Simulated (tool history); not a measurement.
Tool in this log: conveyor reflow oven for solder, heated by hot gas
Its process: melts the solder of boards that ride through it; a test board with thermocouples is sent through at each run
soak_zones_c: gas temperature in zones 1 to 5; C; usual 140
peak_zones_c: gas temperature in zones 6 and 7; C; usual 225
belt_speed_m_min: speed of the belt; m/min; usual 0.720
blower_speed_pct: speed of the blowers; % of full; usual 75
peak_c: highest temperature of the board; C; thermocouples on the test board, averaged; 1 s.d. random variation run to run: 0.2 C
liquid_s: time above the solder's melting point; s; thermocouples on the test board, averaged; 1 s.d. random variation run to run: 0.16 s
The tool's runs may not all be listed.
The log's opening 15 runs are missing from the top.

run,hour,soak_zones_c,peak_zones_c,belt_speed_m_min,blower_speed_pct,hours of work since the flux was cleaned out,hours of work since the belt drive was overhauled,hours of work since the thermocouples were changed,peak_c,liquid_s
16,320.3,140,225,0.720,75,27,215,726,205.7,36.1
17,346.7,140,225,0.720,75,39,226,738,205.5,36.0
18,371.4,140,234,0.720,66,50,238,749,210.4,39.0
19,385.8,140,227,0.720,52,56,244,755,199.6,27.6
20,407.2,140,227,0.720,52,66,253,765,199.8,27.5
21,436.0,140,227,0.720,52,78,266,777,199.1,27.3
22,461.3,140,219,0.720,57,90,278,789,195.0,22.9
23,478.6,140,219,0.720,57,97,285,796,195.3,23.0
24,495.8,144,219,0.686,57,105,293,804,197.9,29.2
25,521.7,144,219,0.686,57,117,304,816,197.7,28.9
26,537.9,151,220,0.587,51,124,312,823,202.8,44.8
27,553.4,151,234,0.830,68,131,319,830,208.2,34.2
28,575.0,140,225,0.720,89,140,328,839,208.7,38.6
29,597.4,140,221,0.664,76,150,338,849,204.6,38.7
30,611.6,140,221,0.664,76,157,345,856,204.6,38.2

Consider 3 possible next runs. They are alternatives, not a sequence: every one starts from the tool as it was left by run 30. What does each give?
A,639.5,153,239,0.664,76,169,357,868,?,?
B,639.5,140,225,0.663,57,169,357,868,?,?
C,639.5,140,221,0.802,64,169,357,868,?,?

run,peak_c,liquid_s
A,222.0,54.9
B,202.3,34.5
C,195.3,20.2
What these runs would have given with no unlogged condition in the tool:
run,peak_c,liquid_s
A,223.7,55.4
B,203.9,36.0
C,196.9,22.1
